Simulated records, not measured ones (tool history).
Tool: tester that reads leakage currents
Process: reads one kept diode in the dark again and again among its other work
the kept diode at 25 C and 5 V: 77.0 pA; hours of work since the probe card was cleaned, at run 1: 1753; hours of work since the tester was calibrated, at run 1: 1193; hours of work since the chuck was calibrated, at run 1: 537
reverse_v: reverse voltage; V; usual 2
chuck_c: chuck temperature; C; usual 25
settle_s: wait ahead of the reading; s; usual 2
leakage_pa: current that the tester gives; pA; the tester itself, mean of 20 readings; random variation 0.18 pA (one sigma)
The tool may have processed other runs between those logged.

run	hour	reverse_v	chuck_c	settle_s	hours of work since the probe card was cleaned	hours of work since the tester was calibrated	hours of work since the chuck was calibrated	leakage_pa
1	0	2	25	2	1753	1193	537	54.33
2	36.1	2	25	2	1781	1222	566	54.2
3	89.9	2	25	2	1823	1264	608	53.62
4	140.9	2	25	2	1863	1304	648	53.71
5	179	2	25	3.33	1893	1334	678	53.41
6	224.7	2	25	3.33	1929	1370	714	52.93
7	273.5	2	25	3.33	1967	1408	752	52.8
8	343.4	2	25	3.33	2022	1463	807	52.01
9	398.2	2	25	2	2065	1506	850	52.24
10	468	2	25	2	2120	1561	905	51.38
11	549.7	2	25	2	2184	1625	969	51.24
12	626.4	2	25	2.96	2244	1685	1029	50.44
13	691.7	2	25	2.96	2295	1736	1080	50.45
14	752.4	2	25	2.96	2343	1784	1128	50.15
15	813	2	25	2.96	2391	1831	1175	49.77
# hour 874: chuck's temperature calibrated
16	874	2	25	2.96	2437	1878	0	60.6
17	952.7	2.29	22	2	2499	1939	62	49.08
18	1018.7	2.29	34	2	2550	1991	114	132.36
19	1080.9	10.91	51	2.48	2599	2040	162	838.55
20	1170.2	4.05	32	1.43	2669	2110	232	136.04
21	1207.1	2	26	2	2698	2139	261	63.27
22	1273.8	2	26	2	2751	2191	314	63.42
23	1356.6	2	26	3.84	2816	2256	379	61.82
24	1446.2	3.46	26	0.69	2886	2327	449	76.92
25	1533.9	2.91	25	2	2955	2396	518	65.32
26	1592.9	2.91	55	1.17	3001	2442	564	674.89
27	1654.4	2.91	55	1.17	3049	2490	612	666.16
28	1691.9	1.53	48	2.23	3079	2520	642	319.06
29	1750.7	1.11	25	1.2	3125	2566	688	44.6
30	1812.4	3.1	58	5.88	3173	2614	737	839.07
31	1895.7	2	54	6.95	3239	2680	802	536.03

Branching from run 31: 5 alternative next runs. What would each branch give?
A	1975.8	11.51	25	1.42	3302	2742	865	?
B	1975.8	2	54	6.07	3302	2742	865	?
C	1975.8	2.42	58	0.35	3302	2742	865	?
D	1975.8	2	51	4.8	3302	2742	865	?
E	1975.8	2	54	6.95	3302	2742	865	?

run	leakage_pa
A	112.79
B	531.68
C	757.43
D	425.41
E	531.92
Take away the tool's hidden state, keep each run's random variation, and the runs would have read:
run	leakage_pa
A	104.96
B	576.18
C	819.58
D	461.15
E	576.45
